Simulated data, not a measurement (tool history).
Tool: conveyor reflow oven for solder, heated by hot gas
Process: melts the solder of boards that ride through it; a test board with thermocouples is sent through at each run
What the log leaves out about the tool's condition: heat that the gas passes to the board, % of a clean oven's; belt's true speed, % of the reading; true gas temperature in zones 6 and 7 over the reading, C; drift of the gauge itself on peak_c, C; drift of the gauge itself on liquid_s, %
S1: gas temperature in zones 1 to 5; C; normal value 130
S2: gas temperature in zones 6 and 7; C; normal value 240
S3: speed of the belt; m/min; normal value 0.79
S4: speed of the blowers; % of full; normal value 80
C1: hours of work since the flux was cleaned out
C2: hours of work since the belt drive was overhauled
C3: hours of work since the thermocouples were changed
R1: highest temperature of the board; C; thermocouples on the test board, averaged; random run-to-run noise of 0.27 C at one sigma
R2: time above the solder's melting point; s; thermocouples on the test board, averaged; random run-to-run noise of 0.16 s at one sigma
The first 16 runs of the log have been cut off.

run	day	S1	S2	S3	S4	C1	C2	C3	R1	R2
17	5.421	118	240	0.79	80	250	322	210	217.4	35.5
18	5.858	118	240	0.79	80	255	326	214	217.4	35.5
19	6.304	118	240	0.817	80	259	331	219	215.9	33.2
20	6.642	118	240	0.817	80	263	334	222	215.6	32.9
21	6.908	130	231	0.945	80	265	337	225	204.3	23.5
22	7.267	130	240	0.811	80	269	340	228	218.2	37.1
23	7.562	130	240	0.847	61	272	343	231	209.6	29.4
24	7.892	130	240	0.847	61	275	347	235	209.5	29.8
25	8.158	130	240	0.871	80	278	349	237	215.2	32.9
26	8.629	127	240	0.79	80	283	354	242	218.2	37.8
27	8.925	127	233	0.886	80	286	357	245	208.3	27.2
28	9.188	127	233	0.886	80	289	360	248	208.4	27.2
29	9.658	119	233	0.888	80	293	365	253	206	24.5
30	10.088	130	240	0.75	62	298	369	257	215.1	38.1
31	10.417	132	230	0.864	80	301	372	260	207.3	28.6

4 options for the next run, each taken on its own from the tool as it stands now. Forecast them:
A	10.896	130	240	0.916	80	306	377	265	?	?
B	10.896	141	230	0.864	80	306	377	265	?	?
C	10.896	133	240	0.797	88	306	377	265	?	?
D	10.896	117	229	0.79	80	306	377	265	?	?

run	R1	R2
A	212.6	29.8
B	209.1	32.1
C	221.1	40.2
D	207.2	28.2
Had the tool no hidden state, the same runs would have come out as:
run	R1	R2
A	217.6	32.7
B	213.2	35
C	225.5	42.5
D	211.8	31.9

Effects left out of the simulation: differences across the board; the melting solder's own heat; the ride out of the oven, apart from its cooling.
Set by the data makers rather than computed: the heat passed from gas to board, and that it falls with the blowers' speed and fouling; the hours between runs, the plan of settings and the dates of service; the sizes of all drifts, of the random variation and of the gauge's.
